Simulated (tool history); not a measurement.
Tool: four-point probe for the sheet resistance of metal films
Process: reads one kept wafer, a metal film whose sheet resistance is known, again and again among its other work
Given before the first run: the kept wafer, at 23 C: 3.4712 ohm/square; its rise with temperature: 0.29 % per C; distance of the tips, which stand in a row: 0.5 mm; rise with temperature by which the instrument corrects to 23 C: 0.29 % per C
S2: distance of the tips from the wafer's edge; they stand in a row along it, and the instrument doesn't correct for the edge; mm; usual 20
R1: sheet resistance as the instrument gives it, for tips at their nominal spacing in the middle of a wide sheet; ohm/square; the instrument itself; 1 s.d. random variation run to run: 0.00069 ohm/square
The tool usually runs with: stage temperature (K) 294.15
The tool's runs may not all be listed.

{"run": 1, "hour": 0.0, "stage temperature (K)": 294.15, "S2": 20, "R1": 3.472504}
{"run": 2, "hour": 18.2, "stage temperature (K)": 294.15, "S2": 20, "R1": 3.472728}
{"run": 3, "hour": 33.7, "stage temperature (K)": 294.15, "S2": 20, "R1": 3.471508}
{"run": 4, "hour": 52.2, "stage temperature (K)": 294.15, "S2": 20, "R1": 3.471941}
{"run": 5, "hour": 70.2, "stage temperature (K)": 294.15, "S2": 20, "R1": 3.472348}
{"run": 6, "hour": 107.6, "stage temperature (K)": 294.15, "S2": 20, "R1": 3.470261}
{"run": 7, "hour": 136.0, "stage temperature (K)": 294.15, "S2": 20, "R1": 3.471577}
{"run": 8, "hour": 151.3, "stage temperature (K)": 294.15, "S2": 18, "R1": 3.47309}
{"run": 9, "hour": 182.4, "stage temperature (K)": 292.15, "S2": 18, "R1": 3.472372}
{"run": 10, "hour": 201.9, "stage temperature (K)": 292.15, "S2": 18, "R1": 3.472148}
{"run": 11, "hour": 230.4, "stage temperature (K)": 292.15, "S2": 4, "R1": 3.499486}
{"run": 12, "hour": 249.0, "stage temperature (K)": 292.15, "S2": 4, "R1": 3.498962}
{"run": 13, "hour": 285.0, "stage temperature (K)": 291.15, "S2": 11, "R1": 3.47237}
{"run": 14, "hour": 308.8, "stage temperature (K)": 292.15, "S2": 14, "R1": 3.472646}

Estimate the outcome of run 15 from the log above:
{"run": 15, "hour": 344.9, "stage temperature (K)": 292.15, "S2": 36, "R1": "?"}

Logged for run 15: R1 3.469418 ohm/square.
Minus the tool's unlogged condition, the same run would have read R1 3.469498 ohm/square.
